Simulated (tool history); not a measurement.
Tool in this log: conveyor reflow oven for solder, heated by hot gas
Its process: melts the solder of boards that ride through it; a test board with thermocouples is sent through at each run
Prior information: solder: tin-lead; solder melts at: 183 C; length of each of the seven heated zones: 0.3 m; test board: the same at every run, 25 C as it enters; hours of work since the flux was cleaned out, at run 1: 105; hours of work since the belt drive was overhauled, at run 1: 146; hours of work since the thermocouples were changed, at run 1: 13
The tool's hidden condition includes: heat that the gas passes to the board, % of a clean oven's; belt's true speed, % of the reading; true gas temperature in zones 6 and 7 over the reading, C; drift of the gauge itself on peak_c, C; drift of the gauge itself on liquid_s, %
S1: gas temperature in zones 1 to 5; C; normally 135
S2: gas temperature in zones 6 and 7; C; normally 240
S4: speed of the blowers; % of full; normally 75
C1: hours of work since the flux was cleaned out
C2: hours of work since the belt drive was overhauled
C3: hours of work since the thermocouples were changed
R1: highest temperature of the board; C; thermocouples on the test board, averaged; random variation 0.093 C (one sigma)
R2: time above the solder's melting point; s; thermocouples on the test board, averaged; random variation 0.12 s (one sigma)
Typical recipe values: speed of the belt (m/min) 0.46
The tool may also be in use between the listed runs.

Run 1, day 0: usual settings; C1 105; C2 146; C3 13. Result: R1 226.18 C, R2 64.6 s.
Run 2, day 0.596: usual settings but speed of the belt (m/min) 0.413; C1 113; C2 154; C3 21. Result: R1 228.98 C, R2 74.3 s.
Run 3, day 1.292: usual settings but S1 122 C; C1 123; C2 163; C3 30. Result: R1 224.23 C, R2 59.5 s.
Run 4, day 1.675: usual settings but S1 122 C; C1 128; C2 168; C3 36. Result: R1 224.4 C, R2 59.6 s.
Run 5, day 2.308: usual settings but S1 122 C; C1 136; C2 177; C3 44. Result: R1 224.23 C, R2 59.6 s.
Run 6, day 2.642: usual settings but S1 138 C; C1 140; C2 181; C3 48. Result: R1 226.3 C, R2 65.6 s.
Run 7, day 3.221: usual settings but S4 80 % of full; C1 148; C2 189; C3 56. Result: R1 226.97 C, R2 65.3 s.
Run 8, day 3.912: usual settings but speed of the belt (m/min) 0.489, S4 80 % of full; C1 157; C2 198; C3 65. Result: R1 225.44 C, R2 60.4 s.
Run 9, day 4.454: usual settings but speed of the belt (m/min) 0.489, S4 80 % of full; C1 165; C2 205; C3 73. Result: R1 225.25 C, R2 60.1 s.
Run 10, day 5.083: usual settings but speed of the belt (m/min) 0.489, S4 80 % of full; C1 173; C2 214; C3 81. Result: R1 225.25 C, R2 60.1 s.
Run 11, day 5.392: usual settings but S1 129 C, speed of the belt (m/min) 0.489, S4 81 % of full; C1 177; C2 218; C3 85. Result: R1 224.57 C, R2 58 s.
Run 12, day 6.112: usual settings but S1 129 C, speed of the belt (m/min) 0.489, S4 81 % of full; C1 187; C2 228; C3 95. Result: R1 224.42 C, R2 58 s.
Run 13, day 6.404: usual settings but S1 129 C, S2 231 C, speed of the belt (m/min) 0.449, S4 81 % of full; C1 191; C2 231; C3 99. Result: R1 218.59 C, R2 59.8 s.
Run 14, day 6.858: usual settings but S1 124 C, S2 244 C, speed of the belt (m/min) 0.395; C1 197; C2 238; C3 105. Result: R1 232.48 C, R2 76.7 s.
Run 15, day 7.162: usual settings but S1 124 C, S2 244 C, speed of the belt (m/min) 0.395; C1 201; C2 242; C3 109. Result: R1 232.43 C, R2 76.7 s.
Run 16, day 7.542: usual settings but S1 124 C, S2 244 C, speed of the belt (m/min) 0.395; C1 206; C2 247; C3 114. Result: R1 232.5 C, R2 76.7 s.
Run 17, day 8.2: usual settings but S1 124 C, S2 244 C, speed of the belt (m/min) 0.456; C1 215; C2 255; C3 123. Result: R1 228.1 C, R2 63 s.
Run 18, day 8.812: usual settings but S1 150 C, S2 238 C, speed of the belt (m/min) 0.456; C1 223; C2 264; C3 131. Result: R1 225.96 C, R2 70.9 s.
Run 19, day 9.358: usual settings but S1 144 C, S2 249 C, speed of the belt (m/min) 0.451; C1 230; C2 271; C3 138. Result: R1 235.27 C, R2 74.1 s.
Run 20, day 9.708: usual settings but S1 129 C, S2 229 C, speed of the belt (m/min) 0.484; C1 235; C2 276; C3 143. Result: R1 212.94 C, R2 50.2 s.

Difference, measured minus no-hidden-state, one row per run. Run-to-run variation is common to both terms; the gauge's own scatter need not be:
run     R1    R2
  1  -1.05  -0.4
  2  -0.99  -0.3
  3  -1.27  -0.7
  4  -1.31  -0.7
  5  -1.36  -0.8
  6  -1.23  -0.5
  7  -1.32  -0.6
  8  -1.48  -0.7
  9  -1.52  -0.7
 10  -1.57  -0.7
 11  -1.69  -0.9
 12  -1.76  -0.9
 13  -1.54  -1.1
 14  -1.48  -0.6
 15   -1.5  -0.6
 16  -1.53  -0.6
 17   -1.9  -0.9
 18  -1.48  -0.4
 19  -1.71  -0.3
 20  -1.92  -1.7
